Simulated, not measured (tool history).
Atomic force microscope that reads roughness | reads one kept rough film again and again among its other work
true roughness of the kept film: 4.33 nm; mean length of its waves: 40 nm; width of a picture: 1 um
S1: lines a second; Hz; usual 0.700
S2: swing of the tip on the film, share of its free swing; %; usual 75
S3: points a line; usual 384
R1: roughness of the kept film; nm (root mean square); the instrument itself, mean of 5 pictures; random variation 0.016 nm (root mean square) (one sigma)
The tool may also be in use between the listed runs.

| run | hour | S1 | S2 | S3 | R1 |
|---|---|---|---|---|---|
| 1 | 0.0 | 0.700 | 75 | 384 | 3.371 |
| 2 | 44.8 | 0.700 | 75 | 384 | 3.225 |
|  | 85.5 | new tip fitted |
| 3 | 100.6 | 0.700 | 75 | 384 | 3.809 |
| 4 | 142.1 | 0.700 | 75 | 384 | 3.653 |
| 5 | 196.8 | 0.700 | 75 | 384 | 3.419 |
| 6 | 249.9 | 0.960 | 75 | 384 | 3.233 |
|  | 294.3 | new tip fitted |
| 7 | 301.0 | 0.960 | 75 | 635 | 3.859 |
| 8 | 343.6 | 0.960 | 75 | 635 | 3.660 |
| 9 | 390.5 | 0.960 | 75 | 635 | 3.460 |
| 10 | 456.7 | 0.960 | 75 | 635 | 3.228 |
| 11 | 485.5 | 0.700 | 82 | 384 | 3.134 |
|  | 503.4 | new tip fitted |
| 12 | 516.4 | 0.700 | 66 | 384 | 3.851 |
| 13 | 579.5 | 0.700 | 66 | 384 | 3.564 |
|  | 585.8 | height scale calibrated on a step standard |
| 14 | 630.8 | 0.700 | 66 | 384 | 3.380 |
| 15 | 664.5 | 2.112 | 75 | 384 | 3.144 |
|  | 713.8 | new tip fitted |
| 16 | 721.3 | 2.464 | 58 | 362 | 3.818 |
| 17 | 763.9 | 3.590 | 84 | 807 | 3.161 |
| 18 | 820.8 | 3.590 | 84 | 807 | 2.976 |
| 19 | 862.0 | 3.547 | 90 | 487 | 2.734 |
|  | 904.6 | height scale calibrated on a step standard, once more |
| 20 | 911.5 | 0.582 | 56 | 487 | 3.232 |
|  | 923.4 | new tip fitted |
| 21 | 950.2 | 0.700 | 75 | 343 | 3.815 |
| 22 | 1014.5 | 0.700 | 58 | 676 | 3.627 |
| 23 | 1071.8 | 0.952 | 75 | 352 | 3.293 |
| 24 | 1121.7 | 1.825 | 75 | 679 | 3.073 |
|  | 1133.2 | new tip fitted |
| 25 | 1175.0 | 1.825 | 75 | 679 | 3.601 |
| 26 | 1222.6 | 0.737 | 63 | 434 | 3.572 |
| 27 | 1284.7 | 2.818 | 55 | 434 | 3.298 |
|  | 1342.0 | new tip fitted |
| 28 | 1342.0 | 1.440 | 75 | 276 | 3.808 |

Measured less the same run without the tool's hidden state. The same run-to-run variation is in both; the gauge's scatter may not be:
The hidden state here: radius of the tip, nm; height scale over the true one, %; drift of the gauge itself on roughness_nm, %.
| run | R1 |
|---|---|
| 1 | -0.533 |
| 2 | -0.686 |
| 3 | -0.098 |
| 4 | -0.275 |
| 5 | -0.484 |
| 6 | -0.667 |
| 7 | -0.052 |
| 8 | -0.258 |
| 9 | -0.431 |
| 10 | -0.660 |
| 11 | -0.735 |
| 12 | -0.100 |
| 13 | -0.365 |
| 14 | -0.566 |
| 15 | -0.651 |
| 16 | -0.087 |
| 17 | -0.231 |
| 18 | -0.425 |
| 19 | -0.518 |
| 20 | -0.752 |
| 21 | -0.124 |
| 22 | -0.373 |
| 23 | -0.581 |
| 24 | -0.729 |
| 25 | -0.183 |
| 26 | -0.392 |
| 27 | -0.621 |
| 28 | -0.015 |

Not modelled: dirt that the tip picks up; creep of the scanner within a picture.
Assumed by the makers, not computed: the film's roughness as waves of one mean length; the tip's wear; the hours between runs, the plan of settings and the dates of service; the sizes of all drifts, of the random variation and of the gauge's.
